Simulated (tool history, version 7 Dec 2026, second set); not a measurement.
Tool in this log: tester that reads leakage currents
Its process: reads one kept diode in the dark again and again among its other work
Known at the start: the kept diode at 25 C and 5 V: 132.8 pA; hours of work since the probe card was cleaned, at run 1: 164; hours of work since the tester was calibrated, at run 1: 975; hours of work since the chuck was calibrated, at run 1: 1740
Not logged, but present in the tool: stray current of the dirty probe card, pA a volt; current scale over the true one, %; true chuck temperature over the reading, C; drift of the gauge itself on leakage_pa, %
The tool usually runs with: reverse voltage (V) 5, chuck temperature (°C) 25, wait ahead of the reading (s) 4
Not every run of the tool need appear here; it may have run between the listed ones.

| run | hour | reverse voltage (V) | chuck temperature (°C) | wait ahead of the reading (s) | hours of work since the probe card was cleaned | hours of work since the tester was calibrated | hours of work since the chuck was calibrated | current that the tester gives (pA) |
|---|---|---|---|---|---|---|---|---|
| 1 | 0 | 5 | 25 | 4 | 164 | 975 | 1740 | 133.01 |
| 2 | 176.4 | 5 | 25 | 4 | 275 | 1086 | 1851 | 133.47 |
| 3 | 297.4 | 5 | 25 | 4 | 352 | 1163 | 1928 | 133.38 |
|  | 358.9 | chuck's temperature calibrated |
| 4 | 442.1 | 5 | 25 | 4 | 442 | 1253 | 53 | 133.12 |
| 5 | 577.2 | 5 | 25 | 4 | 527 | 1338 | 138 | 132.87 |
| 6 | 754.2 | 5 | 25 | 4 | 639 | 1450 | 250 | 132.89 |
| 7 | 943.1 | 5 | 25 | 2.22 | 759 | 1570 | 369 | 132.87 |
| 8 | 1026.8 | 5 | 25 | 4 | 811 | 1622 | 422 | 133.23 |
| 9 | 1214.8 | 5 | 25 | 4 | 930 | 1741 | 541 | 132.31 |
| 10 | 1390.4 | 11.97 | 25 | 4 | 1041 | 1852 | 652 | 184.87 |
|  | 1478.9 | probe card cleaned and baked |
| 11 | 1549.3 | 5 | 25 | 4 | 44 | 1951 | 750 | 133.41 |
| 12 | 1650.5 | 5 | 25 | 4 | 108 | 2015 | 814 | 134.09 |
| 13 | 1803.3 | 5 | 25 | 4 | 205 | 2111 | 911 | 133.24 |
| 14 | 1937.8 | 5 | 25 | 4 | 290 | 2196 | 996 | 132.58 |
| 15 | 2040.1 | 5 | 25 | 4 | 355 | 2261 | 1060 | 132.56 |
| 16 | 2196.8 | 5 | 25 | 1.82 | 454 | 2360 | 1159 | 133.27 |
| 17 | 2325.6 | 5 | 25 | 1.82 | 535 | 2441 | 1241 | 133.79 |
| 18 | 2495.1 | 4.86 | 25 | 4 | 642 | 2548 | 1348 | 130.68 |
| 19 | 2621.5 | 4.86 | 25 | 4 | 722 | 2628 | 1428 | 130.75 |
| 20 | 2754.4 | 5 | 43 | 1.9 | 806 | 2712 | 1512 | 511.13 |
| 21 | 2871.9 | 5 | 25 | 4 | 880 | 2786 | 1586 | 132 |
| 22 | 2985.6 | 5 | 25 | 4 | 952 | 2858 | 1658 | 133.46 |
| 23 | 3144.6 | 5 | 25 | 4 | 1053 | 2959 | 1758 | 132.88 |
|  | 3212.1 | probe card cleaned and baked |
| 24 | 3233.9 | 5 | 25 | 4 | 14 | 3013 | 1813 | 132.35 |
| 25 | 3399.5 | 2.73 | 39 | 0.67 | 118 | 3118 | 1918 | 305.25 |
|  | 3479.6 | chuck's temperature calibrated |
| 26 | 3501 | 6.18 | 30 | 9.77 | 181 | 3181 | 14 | 211.61 |
| 27 | 3622 | 2.33 | 38 | 4 | 258 | 3257 | 90 | 268.22 |
| 28 | 3740.4 | 7.01 | 26 | 4 | 333 | 3332 | 165 | 163.33 |
| 29 | 3848.8 | 7.01 | 26 | 4 | 401 | 3401 | 233 | 163.89 |
| 30 | 3976.4 | 7.01 | 26 | 4 | 482 | 3481 | 314 | 163.44 |
| 31 | 4165 | 1.92 | 53 | 1.91 | 601 | 3600 | 433 | 706.17 |
| 32 | 4337.4 | 4.33 | 50 | 2.7 | 710 | 3709 | 542 | 781.52 |
| 33 | 4416.7 | 5.33 | 45 | 0.43 | 760 | 3759 | 592 | 601.06 |
| 34 | 4532.9 | 14.53 | 45 | 7.26 | 833 | 3833 | 666 | 877.72 |
| 35 | 4712.8 | 14.53 | 38 | 7.42 | 947 | 3947 | 779 | 531.05 |
| 36 | 4905.2 | 18.04 | 38 | 1.1 | 1069 | 4068 | 901 | 579.94 |
|  | 4956.6 | probe card cleaned and baked |
| 37 | 5077.6 | 18.04 | 38 | 1.1 | 77 | 4175 | 1008 | 579.39 |
| 38 | 5174.3 | 18.04 | 38 | 1.1 | 138 | 4236 | 1069 | 578.62 |

Some steps in current that the tester gives (pA) between neighbouring runs. How much of each would the tool show without its hidden state too (settings, what came in, random variation), and how much is left for the hidden state, with any gauge scatter that isn't in both results?
Run 19 -> 20: reverse voltage (V) 4.86 -> 5, chuck temperature (°C) 25 -> 43, wait ahead of the reading (s) 4 -> 1.9. current that the tester gives (pA) +380.38: hidden state -0.51, all else +380.89.
Run 20 -> 21: chuck temperature (°C) 43 -> 25, wait ahead of the reading (s) 1.9 -> 4. current that the tester gives (pA) -379.13: hidden state +0.49, all else -379.62.
Run 25 -> 26: reverse voltage (V) 2.73 -> 6.18, chuck temperature (°C) 39 -> 30, wait ahead of the reading (s) 0.67 -> 9.77, chuck's temperature calibrated. current that the tester gives (pA) -93.64: hidden state +0.61, all else -94.25.
Run 30 -> 31: reverse voltage (V) 7.01 -> 1.92, chuck temperature (°C) 26 -> 53, wait ahead of the reading (s) 4 -> 1.91. current that the tester gives (pA) +542.73: hidden state -0.1, all else +542.83.
